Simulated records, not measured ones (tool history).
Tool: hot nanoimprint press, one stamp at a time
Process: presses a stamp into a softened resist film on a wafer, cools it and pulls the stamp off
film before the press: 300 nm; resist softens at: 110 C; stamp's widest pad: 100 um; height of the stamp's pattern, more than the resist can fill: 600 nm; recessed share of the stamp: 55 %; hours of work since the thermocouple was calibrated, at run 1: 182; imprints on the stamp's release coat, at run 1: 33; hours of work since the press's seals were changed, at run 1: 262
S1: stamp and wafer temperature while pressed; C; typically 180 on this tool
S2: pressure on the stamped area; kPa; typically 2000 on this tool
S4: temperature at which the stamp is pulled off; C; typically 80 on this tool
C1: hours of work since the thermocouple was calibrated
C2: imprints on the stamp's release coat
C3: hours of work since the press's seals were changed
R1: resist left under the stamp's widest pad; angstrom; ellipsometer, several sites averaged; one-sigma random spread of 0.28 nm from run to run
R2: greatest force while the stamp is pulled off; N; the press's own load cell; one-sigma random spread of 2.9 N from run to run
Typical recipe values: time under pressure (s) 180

Run 1, hour 0: usual settings; C1 182; C2 33; C3 262. Result: R1 1057 angstrom, R2 195 N.
Run 2, hour 8.9: usual settings; C1 187; C2 69; C3 267. Result: R1 1055 angstrom, R2 191 N.
Run 3, hour 18.9: usual settings; C1 193; C2 110; C3 273. Result: R1 1054 angstrom, R2 195 N.
Run 4, hour 32.3: usual settings but time under pressure (s) 174; C1 201; C2 164; C3 281. Result: R1 1072 angstrom, R2 196 N.
Run 5, hour 47.1: usual settings but time under pressure (s) 174; C1 210; C2 223; C3 290. Result: R1 1067 angstrom, R2 196 N.
Run 6, hour 53.3: usual settings but time under pressure (s) 113; C1 214; C2 249; C3 294. Result: R1 1246 angstrom, R2 201 N.
Run 7, hour 65.7: usual settings but S1 182 C; C1 222; C2 299; C3 302. Result: R1 952 angstrom, R2 199 N.
Run 8, hour 72.8: usual settings but S1 182 C; C1 226; C2 327; C3 306. Result: R1 957 angstrom, R2 203 N.
Run 9, hour 81.1: usual settings but time under pressure (s) 290; C1 231; C2 360; C3 311. Result: R1 885 angstrom, R2 199 N.
Run 10, hour 96.2: usual settings but S4 76 C; C1 240; C2 422; C3 320. Result: R1 1049 angstrom, R2 230 N.
Run 11, hour 104.7: usual settings but S1 179 C, S4 76 C; C1 245; C2 456; C3 325. Result: R1 1104 angstrom, R2 231 N.
Run 12, hour 112.3: usual settings but time under pressure (s) 163; C1 250; C2 487; C3 330. Result: R1 1089 angstrom, R2 206 N.
Run 13, hour 125: usual settings but time under pressure (s) 163; C1 258; C2 538; C3 338. Result: R1 1088 angstrom, R2 213 N.
Run 14, hour 140.1: usual settings but S1 188 C, time under pressure (s) 316; C1 267; C2 599; C3 347. Result: R1 570 angstrom, R2 212 N.
Run 15, hour 153.9: usual settings but S1 170 C, S2 2820 kPa, time under pressure (s) 243, S4 69 C; C1 275; C2 654; C3 355. Result: R1 1318 angstrom, R2 278 N.
Run 16, hour 161.5: usual settings but S1 188 C, S2 1390 kPa, time under pressure (s) 138; C1 280; C2 685; C3 360. Result: R1 962 angstrom, R2 221 N.
Run 17, hour 170: usual settings but S1 182 C, S2 1390 kPa, time under pressure (s) 138, S4 66 C; C1 285; C2 719; C3 365. Result: R1 1271 angstrom, R2 294 N.
Run 18, hour 183.9: usual settings but S1 182 C, S2 1390 kPa, time under pressure (s) 138, S4 66 C; C1 293; C2 775; C3 373. Result: R1 1268 angstrom, R2 304 N.
Run 19, hour 195.2: usual settings but S1 183 C, S2 2840 kPa, time under pressure (s) 107, S4 69 C; C1 300; C2 821; C3 380. Result: R1 890 angstrom, R2 286 N.
Run 20, hour 203.6: usual settings but S2 2830 kPa, S4 75 C; C1 305; C2 855; C3 385. Result: R1 862 angstrom, R2 253 N.
At hour 211.4: plate thermocouple calibrated.
Run 21, hour 217.1: usual settings but S2 2830 kPa, S4 75 C; C1 3; C2 897; C3 392. Result: R1 888 angstrom, R2 254 N.
Run 22, hour 227.4: usual settings but S1 168 C, S2 1300 kPa, time under pressure (s) 141, S4 86 C; C1 10; C2 939; C3 398. Result: R1 2343 angstrom, R2 200 N.
Run 23, hour 239.2: usual settings but S1 168 C, S2 1300 kPa, time under pressure (s) 141, S4 86 C; C1 17; C2 986; C3 405. Result: R1 2355 angstrom, R2 198 N.
Run 24, hour 251.5: usual settings but S1 191 C, time under pressure (s) 178; C1 24; C2 1036; C3 412. Result: R1 633 angstrom, R2 239 N.

5 options for the next run, each taken on its own from the tool as it stands now. Forecast them:
At hour 263.3: stamp cleaned and given a new release coat.
Run A, hour 264.6: usual settings but S1 182 C, time under pressure (s) 298, S4 66 C; C1 29; C2 6; C3 417. Result: R1 ?, R2 ?.
At hour 263.3: stamp cleaned and given a new release coat.
Run B, hour 264.6: usual settings but S1 191 C, S2 2670 kPa, time under pressure (s) 126, S4 81 C; C1 29; C2 6; C3 417. Result: R1 ?, R2 ?.
At hour 263.3: stamp cleaned and given a new release coat.
Run C, hour 264.6: usual settings but S4 66 C; C1 29; C2 6; C3 417. Result: R1 ?, R2 ?.
At hour 263.3: stamp cleaned and given a new release coat.
Run D, hour 264.6: usual settings but S1 182 C, S2 2560 kPa, time under pressure (s) 91; C1 29; C2 6; C3 417. Result: R1 ?, R2 ?.
At hour 263.3: stamp cleaned and given a new release coat.
Run E, hour 264.6: usual settings but S2 2530 kPa; C1 29; C2 6; C3 417. Result: R1 ?, R2 ?.

run    R1   R2
  A   806  254
  B   608  184
  C  1069  258
  D  1084  189
  E   941  191
With no hidden state in the tool, these same runs would have given:
run    R1   R2
  A   808  256
  B   605  186
  C  1073  259
  D  1081  191
  E   939  193
